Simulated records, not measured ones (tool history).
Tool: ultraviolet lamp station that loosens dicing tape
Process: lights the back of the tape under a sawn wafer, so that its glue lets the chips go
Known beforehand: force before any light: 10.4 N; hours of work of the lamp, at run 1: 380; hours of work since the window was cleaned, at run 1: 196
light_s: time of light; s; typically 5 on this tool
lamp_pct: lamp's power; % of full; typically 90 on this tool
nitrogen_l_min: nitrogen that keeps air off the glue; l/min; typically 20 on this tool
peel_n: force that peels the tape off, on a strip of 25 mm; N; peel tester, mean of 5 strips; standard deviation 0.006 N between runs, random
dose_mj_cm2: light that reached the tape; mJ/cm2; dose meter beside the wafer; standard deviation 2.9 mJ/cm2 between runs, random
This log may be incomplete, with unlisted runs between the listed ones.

run   hour  light_s  lamp_pct  nitrogen_l_min  hours of work of the lamp  hours of work since the window was cleaned  peel_n  dose_mj_cm2
  1    0.0        5        90              20                        380                                         196   0.244          333
  2   17.0        5        90              20                        391                                         207   0.245          336
  3   26.4        5        90              20                        397                                         213   0.256          332
  4   39.4        5        90              20                        405                                         221   0.270          330
  5   49.5        5        90              20                        412                                         228   0.284          327
  6   70.3        5        90              20                        425                                         241   0.264          323
      72.7  -- window cleaned of glue's vapour
  7   88.8        8        90              20                        437                                          10   0.146          493
  8  110.3        8        90              20                        451                                          24   0.140          487
  9  124.9        8        90              20                        460                                          34   0.131          486
 10  134.5        8        90              20                        467                                          40   0.142          478
 11  146.8        2        90              20                        474                                          48   2.268          117
 12  157.6        2        90              20                        481                                          55   2.338          118
 13  178.6        2        90              20                        495                                          68   2.338          116
     180.2  -- window cleaned of glue's vapour, once more
 14  200.2        2        95              38                        509                                          13   1.119          139
 15  211.1        5        84              20                        516                                          20   0.286          320
 16  225.3        5        76              38                        525                                          29   0.226          284
 17  243.7        4        90              13                        537                                          41   0.642          270
 18  254.4        4        90              13                        544                                          48   0.656          265
 19  271.4        4        90              13                        555                                          59   0.674          263
 20  291.9        6        91              10                        568                                          72   0.318          397
 21  305.4        8        90              20                        577                                          81   0.130          521

Some steps in peel_n between neighbouring runs. How much of each would the tool show without its hidden state too (settings, what came in, random variation), and how much is left for the hidden state, with any gauge scatter that isn't in both results?
Unlogged tool condition in this case: lamp's light, % of a new lamp's; light that the window lets through, % of a clean one's; drift of the gauge itself on peel_n, %; drift of the gauge itself on dose_mj_cm2, %.
Run 10 -> 11: light_s 8 -> 2. peel_n +2.126 N: hidden state +1.040, all else +1.086.
Run 13 -> 14: lamp_pct 90 -> 95, nitrogen_l_min 20 -> 38, window cleaned of glue's vapour, once more. peel_n -1.219 N: hidden state -0.679, all else -0.540.
